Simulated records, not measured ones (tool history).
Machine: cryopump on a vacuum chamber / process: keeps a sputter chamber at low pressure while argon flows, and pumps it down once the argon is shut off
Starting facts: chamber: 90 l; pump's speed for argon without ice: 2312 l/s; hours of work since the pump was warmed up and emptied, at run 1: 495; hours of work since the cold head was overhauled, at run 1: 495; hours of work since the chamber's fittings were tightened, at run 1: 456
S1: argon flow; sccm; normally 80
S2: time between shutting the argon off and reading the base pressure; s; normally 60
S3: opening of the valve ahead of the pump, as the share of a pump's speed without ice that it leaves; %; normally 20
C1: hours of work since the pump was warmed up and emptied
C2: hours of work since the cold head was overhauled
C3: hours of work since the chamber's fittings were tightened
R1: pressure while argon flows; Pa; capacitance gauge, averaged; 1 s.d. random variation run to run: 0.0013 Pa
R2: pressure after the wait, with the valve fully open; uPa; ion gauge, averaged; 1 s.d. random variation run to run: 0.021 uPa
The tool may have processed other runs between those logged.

run 1 day=0 | S1=80 S2=60 S3=20 | C1=495 C2=495 C3=456 | R1=0.3044 R2=0.64
run 2 day=0.754 | S1=80 S2=60 S3=30 | C1=510 C2=510 C3=470 | R1=0.2098 R2=0.67
run 3 day=1.108 | S1=33 S2=60 S3=30 | C1=516 C2=516 C3=477 | R1=0.0856 R2=0.63
run 4 day=1.821 | S1=33 S2=60 S3=30 | C1=530 C2=530 C3=491 | R1=0.0865 R2=0.66
run 5 day=2.362 | S1=33 S2=60 S3=30 | C1=540 C2=540 C3=501 | R1=0.0864 R2=0.67
run 6 day=3.104 | S1=80 S2=60 S3=20 | C1=554 C2=554 C3=515 | R1=0.3071 R2=0.69
run 7 day=3.879 | S1=34 S2=60 S3=20 | C1=569 C2=569 C3=530 | R1=0.1305 R2=0.68
run 8 day=4.462 | S1=34 S2=60 S3=20 | C1=580 C2=580 C3=541 | R1=0.1319 R2=0.68
run 9 day=5.162 | S1=43 S2=60 S3=20 | C1=593 C2=593 C3=554 | R1=0.1659 R2=0.67
run 10 day=5.6 | S1=43 S2=60 S3=20 | C1=601 C2=601 C3=562 | R1=0.1666 R2=0.7
run 11 day=6.358 | S1=43 S2=60 S3=20 | C1=616 C2=616 C3=576 | R1=0.1667 R2=0.74
run 12 day=6.825 | S1=80 S2=25 S3=20 | C1=625 C2=625 C3=585 | R1=0.3112 R2=1.13
run 13 day=7.2 | S1=80 S2=60 S3=20 | C1=632 C2=632 C3=592 | R1=0.3089 R2=0.73
run 14 day=7.525 | S1=80 S2=60 S3=20 | C1=638 C2=638 C3=599 | R1=0.3106 R2=0.75
run 15 day=8.05 | S1=70 S2=60 S3=20 | C1=648 C2=648 C3=609 | R1=0.2718 R2=0.75
run 16 day=8.625 | S1=70 S2=60 S3=20 | C1=659 C2=659 C3=619 | R1=0.2733 R2=0.77
run 17 day=9.396 | S1=70 S2=60 S3=20 | C1=673 C2=673 C3=634 | R1=0.2717 R2=0.75
run 18 day=9.767 | S1=140 S2=103 S3=24 | C1=680 C2=680 C3=641 | R1=0.4616 R2=0.59
run 19 day=10.462 | S1=140 S2=103 S3=27 | C1=694 C2=694 C3=654 | R1=0.4123 R2=0.62
run 20 day=11.088 | S1=60 S2=103 S3=27 | C1=705 C2=705 C3=666 | R1=0.1787 R2=0.61
run 21 day=11.733 | S1=110 S2=71 S3=26 | C1=718 C2=718 C3=678 | R1=0.3404 R2=0.68
run 22 day=12.396 | S1=56 S2=71 S3=18 | C1=730 C2=730 C3=691 | R1=0.2421 R2=0.74
run 23 day=12.925 | S1=56 S2=71 S3=18 | C1=740 C2=740 C3=701 | R1=0.2418 R2=0.75
run 24 day=13.642 | S1=74 S2=54 S3=23 | C1=754 C2=754 C3=714 | R1=0.2562 R2=0.84
run 25 day=14.25 | S1=74 S2=54 S3=18 | C1=765 C2=765 C3=726 | R1=0.3239 R2=0.78
run 26 day=14.838 | S1=158 S2=38 S3=33 | C1=776 C2=776 C3=737 | R1=0.3947 R2=1.01
run 27 day=15.579 | S1=158 S2=38 S3=33 | C1=790 C2=790 C3=751 | R1=0.3964 R2=0.99
run 28 day=16.112 | S1=99 S2=64 S3=31 | C1=801 C2=801 C3=761 | R1=0.2635 R2=0.8
run 29 day=16.571 | S1=51 S2=61 S3=18 | C1=809 C2=809 C3=770 | R1=0.2244 R2=0.81
run 30 day=17.183 | S1=54 S2=85 S3=59 | C1=821 C2=821 C3=782 | R1=0.0833 R2=0.72
run 31 day=17.654 | S1=144 S2=124 S3=17 | C1=830 C2=830 C3=790 | R1=0.6611 R2=0.71
run 32 day=18.375 | S1=157 S2=94 S3=44 | C1=843 C2=843 C3=804 | R1=0.3128 R2=0.76
run 33 day=19.067 | S1=80 S2=60 S3=53 | C1=857 C2=857 C3=817 | R1=0.1371 R2=0.87
run 34 day=19.817 | S1=80 S2=39 S3=57 | C1=871 C2=871 C3=831 | R1=0.1294 R2=1.1

Alternative continuations, all from the tool just after run 34; predict every row:
run A day=20.292 | S1=39 S2=39 S3=49 | C1=880 C2=880 C3=840 | R1=? R2=?
run B day=20.292 | S1=80 S2=60 S3=33 | C1=880 C2=880 C3=840 | R1=? R2=?
run C day=20.292 | S1=156 S2=60 S3=37 | C1=880 C2=880 C3=840 | R1=? R2=?

run=A R1=0.0719 R2=1.03
run=B R1=0.2066 R2=0.86
run=C R1=0.3639 R2=0.87
Without the tool's unlogged condition, the same runs would have read:
run=A R1=0.0582 R2=0.62
run=B R1=0.1784 R2=0.43
run=C R1=0.3093 R2=0.45
